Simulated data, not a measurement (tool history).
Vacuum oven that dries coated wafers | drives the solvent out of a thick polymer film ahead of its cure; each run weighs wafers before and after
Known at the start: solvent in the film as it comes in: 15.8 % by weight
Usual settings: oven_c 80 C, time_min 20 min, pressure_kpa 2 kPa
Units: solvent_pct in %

{"run": 1, "hour": 0.0, "oven_c": 80, "time_min": 20, "pressure_kpa": 2, "solvent_pct": 1.84}
{"run": 2, "hour": 89.9, "oven_c": 82, "time_min": 20, "pressure_kpa": 2, "solvent_pct": 1.57}
{"run": 3, "hour": 169.5, "oven_c": 70, "time_min": 20, "pressure_kpa": 2, "solvent_pct": 4.51}
{"run": 4, "hour": 271.7, "oven_c": 68, "time_min": 20, "pressure_kpa": 2, "solvent_pct": 5.39}
{"run": 5, "hour": 335.4, "oven_c": 80, "time_min": 20, "pressure_kpa": 2, "solvent_pct": 1.84}
{"run": 6, "hour": 407.8, "oven_c": 80, "time_min": 30, "pressure_kpa": 2, "solvent_pct": 1.72}
{"run": 7, "hour": 473.1, "oven_c": 80, "time_min": 20, "pressure_kpa": 1.95, "solvent_pct": 1.82}
{"run": 8, "hour": 575.4, "oven_c": 75, "time_min": 20, "pressure_kpa": 2, "solvent_pct": 3.18}
{"run": 9, "hour": 633.0, "oven_c": 80, "time_min": 19, "pressure_kpa": 2, "solvent_pct": 2.07}
{"hour": 642.4, "done": "oven's thermocouples calibrated"}
{"run": 10, "hour": 726.0, "oven_c": 78, "time_min": 19, "pressure_kpa": 1.59, "solvent_pct": 2.24}
{"run": 11, "hour": 832.3, "oven_c": 78, "time_min": 19, "pressure_kpa": 1.59, "solvent_pct": 2.35}
{"run": 12, "hour": 940.5, "oven_c": 91, "time_min": 13, "pressure_kpa": 1.59, "solvent_pct": 1.06}
{"run": 13, "hour": 1042.9, "oven_c": 73, "time_min": 13, "pressure_kpa": 7.82, "solvent_pct": 8.94}
{"run": 14, "hour": 1138.8, "oven_c": 85, "time_min": 23, "pressure_kpa": 2, "solvent_pct": 1.54}
{"run": 15, "hour": 1232.4, "oven_c": 72, "time_min": 17, "pressure_kpa": 4.2, "solvent_pct": 6.5}
{"hour": 1277.7, "done": "oven's thermocouples calibrated, once more"}
{"run": 16, "hour": 1345.8, "oven_c": 72, "time_min": 17, "pressure_kpa": 4.2, "solvent_pct": 6.31}
{"run": 17, "hour": 1405.1, "oven_c": 72, "time_min": 11, "pressure_kpa": 2.95, "solvent_pct": 7.23}
{"run": 18, "hour": 1511.5, "oven_c": 70, "time_min": 35, "pressure_kpa": 7.39, "solvent_pct": 7.86}

Forecast each of these 5 alternatives for the next run:
{"run": "A", "hour": 1609.0, "oven_c": 80, "time_min": 20, "pressure_kpa": 2.7, "solvent_pct": "?"}
{"run": "B", "hour": 1609.0, "oven_c": 87, "time_min": 20, "pressure_kpa": 7.69, "solvent_pct": "?"}
{"run": "C", "hour": 1609.0, "oven_c": 87, "time_min": 13, "pressure_kpa": 7.52, "solvent_pct": "?"}
{"run": "D", "hour": 1609.0, "oven_c": 89, "time_min": 18, "pressure_kpa": 2.19, "solvent_pct": "?"}
{"run": "E", "hour": 1609.0, "oven_c": 67, "time_min": 25, "pressure_kpa": 2.62, "solvent_pct": "?"}

run=A solvent_pct=2.73
run=B solvent_pct=3.85
run=C solvent_pct=4.01
run=D solvent_pct=1.4
run=E solvent_pct=5.96
Without the tool's hidden state the same runs would have given:
run=A solvent_pct=2.03
run=B solvent_pct=3.31
run=C solvent_pct=3.45
run=D solvent_pct=0.92
run=E solvent_pct=4.93
